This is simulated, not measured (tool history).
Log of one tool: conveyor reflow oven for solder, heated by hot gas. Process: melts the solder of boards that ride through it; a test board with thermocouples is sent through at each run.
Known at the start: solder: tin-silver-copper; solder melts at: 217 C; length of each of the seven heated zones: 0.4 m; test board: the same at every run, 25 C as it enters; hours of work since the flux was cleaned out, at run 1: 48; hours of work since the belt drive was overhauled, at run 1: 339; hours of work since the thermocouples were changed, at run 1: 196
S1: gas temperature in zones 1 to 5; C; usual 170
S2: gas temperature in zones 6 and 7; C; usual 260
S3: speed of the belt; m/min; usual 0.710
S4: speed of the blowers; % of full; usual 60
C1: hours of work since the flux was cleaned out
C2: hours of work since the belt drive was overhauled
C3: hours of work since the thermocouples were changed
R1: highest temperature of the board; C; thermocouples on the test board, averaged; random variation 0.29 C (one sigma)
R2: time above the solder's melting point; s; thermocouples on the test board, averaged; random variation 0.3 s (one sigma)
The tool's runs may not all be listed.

run   hour   S1   S2     S3  S4   C1   C2   C3     R1    R2
  1    0.0  170  260  0.710  60   48  339  196  241.4  41.1
  2   23.1  175  260  0.710  60   61  353  209  243.3  43.4
  3   52.1  170  260  0.710  60   78  369  226  242.4  40.6
  4   88.4  170  260  0.710  60   98  390  247  241.9  40.4
  5  123.5  170  260  0.710  60  118  410  267  242.1  40.7
  6  153.6  170  260  0.710  60  136  427  284  241.5  40.8
  7  170.0  170  260  0.710  60  145  437  293  242.2  40.9
  8  188.4  178  260  0.710  60  155  447  304  243.3  44.7
  9  223.5  178  260  0.710  60  175  467  324  243.0  45.3
 10  239.4  170  269  0.710  60  185  476  333  249.2  46.8
 11  276.4  170  269  0.710  60  206  497  354  248.8  47.1
 12  310.1  170  269  0.753  59  225  517  373  246.4  41.0
     326.9  -- flux residue cleaned out of gas plates and filters
 13  344.6  170  269  0.753  59   10  533  390  247.9  43.0
 14  377.3  170  269  0.753  59   29  552  409  248.6  43.2
 15  407.5  170  270  0.727  73   46  569  426  255.0  50.2
 16  425.2  170  270  0.727  73   56  579  436  255.5  50.1
 17  450.6  170  270  0.727  73   71  594  451  255.1  50.1
 18  467.6  185  255  0.727  63   80  604  460  242.1  45.7
 19  499.9  185  255  0.727  63   99  622  479  241.9  46.3
 20  527.0  179  260  0.681  83  114  638  494  250.7  56.2
 21  554.0  179  268  0.679  53  130  653  510  251.1  52.9

5 ways to go on from here, each from the tool as it stands after run 21. What would each give?
  A  585.0  162  268  0.679  53  147  671  528   ?   ?
  B  585.0  162  268  0.679  50  147  671  528   ?   ?
  C  585.0  175  268  0.679  61  147  671  528   ?   ?
  D  585.0  180  273  0.700  53  147  671  528   ?   ?
  E  585.0  179  274  0.774  79  147  671  528   ?   ?

run     R1    R2
  A  246.6  44.8
  B  245.8  42.6
  C  253.2  53.5
  D  254.1  53.2
  E  259.8  51.8
Without the tool's hidden state the same runs would have given:
run     R1    R2
  A  244.8  42.9
  B  243.9  40.6
  C  251.3  51.9
  D  252.2  51.4
  E  258.2  50.7
